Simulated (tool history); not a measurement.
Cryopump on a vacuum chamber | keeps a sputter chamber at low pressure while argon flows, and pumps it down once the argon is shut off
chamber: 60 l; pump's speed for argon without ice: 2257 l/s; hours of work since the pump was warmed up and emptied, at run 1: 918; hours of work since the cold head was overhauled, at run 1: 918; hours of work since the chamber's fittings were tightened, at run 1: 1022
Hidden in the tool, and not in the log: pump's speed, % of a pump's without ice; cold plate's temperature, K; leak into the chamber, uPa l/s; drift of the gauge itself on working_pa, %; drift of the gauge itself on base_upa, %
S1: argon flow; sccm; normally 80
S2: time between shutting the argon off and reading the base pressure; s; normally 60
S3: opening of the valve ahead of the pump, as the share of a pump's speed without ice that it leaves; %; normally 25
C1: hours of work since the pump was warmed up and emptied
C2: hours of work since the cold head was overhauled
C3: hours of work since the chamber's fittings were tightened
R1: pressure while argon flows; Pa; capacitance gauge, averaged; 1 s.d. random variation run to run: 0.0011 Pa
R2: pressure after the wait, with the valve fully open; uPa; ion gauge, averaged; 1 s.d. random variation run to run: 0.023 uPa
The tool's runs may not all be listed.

run     day   S1   S2  S3    C1    C2    C3      R1    R2
  1       0   80   60  25   918   918  1022  0.2595  1.28
  2   3.712   80   60  25   972   972  1076   0.259  1.38
  3   6.108   80   60  25  1006  1006  1111  0.2597  1.34
  4   9.667   88   60  25  1058  1058  1162  0.2887  1.37
  5  13.225   80  124  25  1109  1109  1214  0.2638  1.09
  6  18.517   80  124  25  1186  1186  1290  0.2673  1.18
     19.408  -- pump warmed up, emptied and cooled again
  7  24.067   80   60  25    67  1263  1368  0.2421  1.25
  8  28.979   80   85  25   139  1335  1439  0.2419   1.1
  9  33.142  136   85  25   199  1395  1499   0.414  1.13
 10  38.529   36  108  43   277  1473  1577   0.066  1.07
 11  42.683   54  169  17   337  1533  1638  0.2427  1.01
 12  47.454   54  169  17   406  1602  1707  0.2422  1.03
 13  52.196   59  291  35   475  1671  1776  0.1335  0.94
 14  54.471   59  291  35   508  1704  1809   0.135  0.94
 15  59.367   59  291  35   579  1775  1879   0.135  1.03
 16  61.667   86  138  19   612  1808  1913  0.3515  1.16
 17  65.238   86  138  19   664  1860  1965  0.3526  1.25
 18  69.342   86  138  16   724  1920  2024   0.418  1.28

Hidden condition of the tool, last listed run before each entry between runs versus first listed run after:
From run 6 to run 7: pump warmed up, emptied and cooled again (day 19.408)
  pump's speed, % of a pump's without ice: 70.5 -> 98.2; cold plate's temperature, K: 12.98 -> 13.03; leak into the chamber, uPa l/s: 1247 -> 1300
  measured less the result without the state, R1: +0.0267 -> +0.0023 Pa; R2: +0.68 -> +0.45 uPa

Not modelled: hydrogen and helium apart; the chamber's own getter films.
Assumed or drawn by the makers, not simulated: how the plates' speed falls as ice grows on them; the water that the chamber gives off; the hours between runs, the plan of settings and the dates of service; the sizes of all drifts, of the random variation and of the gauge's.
